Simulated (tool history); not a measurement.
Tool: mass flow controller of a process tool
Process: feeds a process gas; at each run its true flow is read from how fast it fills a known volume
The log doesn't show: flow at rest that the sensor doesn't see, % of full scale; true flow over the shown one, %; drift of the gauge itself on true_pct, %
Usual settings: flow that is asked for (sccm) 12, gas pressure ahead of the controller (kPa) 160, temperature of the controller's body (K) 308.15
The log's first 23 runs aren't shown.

run,day,flow that is asked for (sccm),gas pressure ahead of the controller (kPa),temperature of the controller's body (K),hours of work since the controller was set to zero,hours of work since the controller was changed,true flow (%)
24,52.225,12,160,308.15,616,616,99.96
25,54.796,18,160,308.15,638,638,100.98
26,56.933,19,253,298.15,657,657,99.76
27,59.708,12,163,308.15,682,682,99.93
28,63,4,154,308.15,712,712,98.14
29,64.612,4,154,308.15,726,726,98.23
30,66.604,12,229,308.15,744,744,99.72
31,68.725,3,180,311.15,762,762,97.83
32,71.296,3,180,311.15,785,785,97.97
33,73.55,5,251,308.15,805,805,98.17
34,75.762,5,251,308.15,825,825,98.04
35,77.362,6,145,308.15,839,839,99.03
36,79.908,6,183,308.15,862,862,98.63
37,83.029,6,183,308.15,890,890,98.65
38,85.742,6,183,308.15,914,914,98.68
39,88.342,6,183,309.15,937,937,98.85
40,89.783,11,145,308.15,950,950,99.88
41,91.533,6,160,308.15,966,966,98.76

The next listed run, before its measurement:
42,93.425,6,160,308.15,982,982,?

true flow (%): 98.82
Without the tool's hidden state the same run would have given true flow (%) 98.96.

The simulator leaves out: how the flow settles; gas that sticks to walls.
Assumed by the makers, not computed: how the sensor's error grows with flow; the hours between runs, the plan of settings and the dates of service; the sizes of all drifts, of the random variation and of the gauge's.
